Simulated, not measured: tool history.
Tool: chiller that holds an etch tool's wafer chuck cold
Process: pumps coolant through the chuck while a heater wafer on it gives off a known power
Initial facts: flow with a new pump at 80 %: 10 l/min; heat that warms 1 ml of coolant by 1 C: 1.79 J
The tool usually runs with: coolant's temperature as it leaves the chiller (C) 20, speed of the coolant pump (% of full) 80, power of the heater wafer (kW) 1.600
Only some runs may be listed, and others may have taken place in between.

run	hour	coolant's temperature as it leaves the chiller (C)	speed of the coolant pump (% of full)	power of the heater wafer (kW)	chuck's temperature once it has settled (C)	how much warmer the coolant comes back (C)
1	0.0	20	80	1.600	30.3	5.36
2	36.0	20	80	1.600	30.4	5.34
3	57.1	20	80	1.600	30.3	5.38
4	86.2	20	80	1.600	30.5	5.35
5	122.0	20	80	1.600	30.5	5.32
# hour 133.5: chiller's thermometer calibrated
6	151.1	20	80	1.600	30.5	5.44
7	195.1	20	80	1.600	30.5	5.44
8	214.9	20	80	1.600	30.6	5.50
9	263.2	28	84	1.600	38.1	5.26
10	300.0	21	72	2.153	36.1	8.11
11	347.7	20	78	0.993	26.5	3.57
12	371.1	20	100	1.363	27.6	3.82
13	401.9	20	100	1.363	27.6	3.81
14	424.5	21	71	1.227	29.6	4.80
15	462.9	20	64	1.050	28.0	4.49

What does the tool deliver on the next run?
16	510.4	20	67	1.633	?	?

{"run 16": {"chuck's temperature once it has settled (C)": 32.1, "how much warmer the coolant comes back (C)": 6.68}}
With the hidden condition absent and the run-to-run variation left alone, this run would have shown chuck's temperature once it has settled (C) 32.1, how much warmer the coolant comes back (C) 6.49.
